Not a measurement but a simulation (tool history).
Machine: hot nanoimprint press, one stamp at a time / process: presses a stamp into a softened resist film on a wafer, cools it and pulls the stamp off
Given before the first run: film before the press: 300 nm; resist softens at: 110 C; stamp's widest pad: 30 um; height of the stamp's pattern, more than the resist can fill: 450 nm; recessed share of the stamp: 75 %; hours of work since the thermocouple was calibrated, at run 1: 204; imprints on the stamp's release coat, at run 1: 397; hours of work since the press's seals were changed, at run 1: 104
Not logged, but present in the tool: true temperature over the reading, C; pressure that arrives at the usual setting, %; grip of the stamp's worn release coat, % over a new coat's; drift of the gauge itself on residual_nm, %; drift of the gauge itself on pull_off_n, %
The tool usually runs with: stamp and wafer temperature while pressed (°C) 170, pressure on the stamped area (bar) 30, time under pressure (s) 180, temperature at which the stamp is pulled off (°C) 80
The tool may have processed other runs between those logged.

run	hour	stamp and wafer temperature while pressed (°C)	pressure on the stamped area (bar)	time under pressure (s)	temperature at which the stamp is pulled off (°C)	hours of work since the thermocouple was calibrated	imprints on the stamp's release coat	hours of work since the press's seals were changed	resist left under the stamp's widest pad (nm)	greatest force while the stamp is pulled off (N)
1	0	170	30	180	80	204	397	104	112	103
2	15.6	170	30	180	80	212	442	111	111.7	111
3	24.2	170	30	180	80	216	467	115	112.3	107
4	36.3	165	30	180	80	222	501	121	133.8	106
5	53.6	165	30	180	80	230	551	129	134.6	110
6	63.6	173	30	180	80	235	580	134	100.3	111
7	75.6	170	30	261	80	241	614	140	94.8	110
8	85.3	170	30	261	80	245	642	145	96.5	106
9	100.4	170	30	261	80	253	686	152	94.9	105
10	114.8	170	30	261	80	260	727	159	94.6	109
11	131.1	170	30	261	80	268	774	167	95.3	108
12	148.3	170	47.7	261	80	276	824	175	76.5	108
13	161.8	170	47.7	261	80	282	862	182	76.4	106
14	177.4	170	47.7	261	80	290	907	189	76.4	110
15	192.7	170	47.7	261	80	297	951	197	76.6	107
16	208.6	161	47.7	94	69	305	997	204	163.7	130
17	219.6	161	47.7	94	69	310	1028	209	163.4	132
18	231.5	158	47.7	94	82	316	1063	215	181.2	103
19	238.6	158	47.7	94	82	319	1083	219	181.6	103
20	250.4	166	41.8	114	86	325	1117	224	133.7	98
21	260.9	181	41.8	114	86	330	1147	229	79.9	98
22	273.9	170	35	217	85	336	1184	236	95.8	100
23	286.2	168	36	323	67	342	1220	242	86.5	137
24	299.7	168	36	323	67	349	1259	248	86.2	134
25	312.6	163	23.4	142	80	355	1296	254	172.9	105
26	329	173	27.2	142	88	363	1343	262	115.1	91
27	339.2	182	30	221	81	368	1372	267	67.7	103
28	355.8	178	30	180	80	376	1420	275	83.9	111
29	369.8	178	30	180	80	383	1460	282	83.9	107

4 ways to go on from here, each from the tool as it stands after run 29. What would each give?
# hour 379.8: plate thermocouple calibrated
A	387	168	30	104	68	3	1501	289	?	?
# hour 379.8: plate thermocouple calibrated
B	387	159	30	180	69	3	1501	289	?	?
# hour 379.8: plate thermocouple calibrated
C	387	170	30	180	80	3	1501	289	?	?
# hour 379.8: plate thermocouple calibrated
D	387	178	30	114	65	3	1501	289	?	?

run	resist left under the stamp's widest pad (nm)	greatest force while the stamp is pulled off (N)
A	149	129
B	166	131
C	111.3	109
D	102.9	141
The same runs, with their run-to-run variation unchanged, on a tool lacking any hidden condition would have given:
run	resist left under the stamp's widest pad (nm)	greatest force while the stamp is pulled off (N)
A	148.9	128
B	166	130
C	111.3	108
D	102.9	140
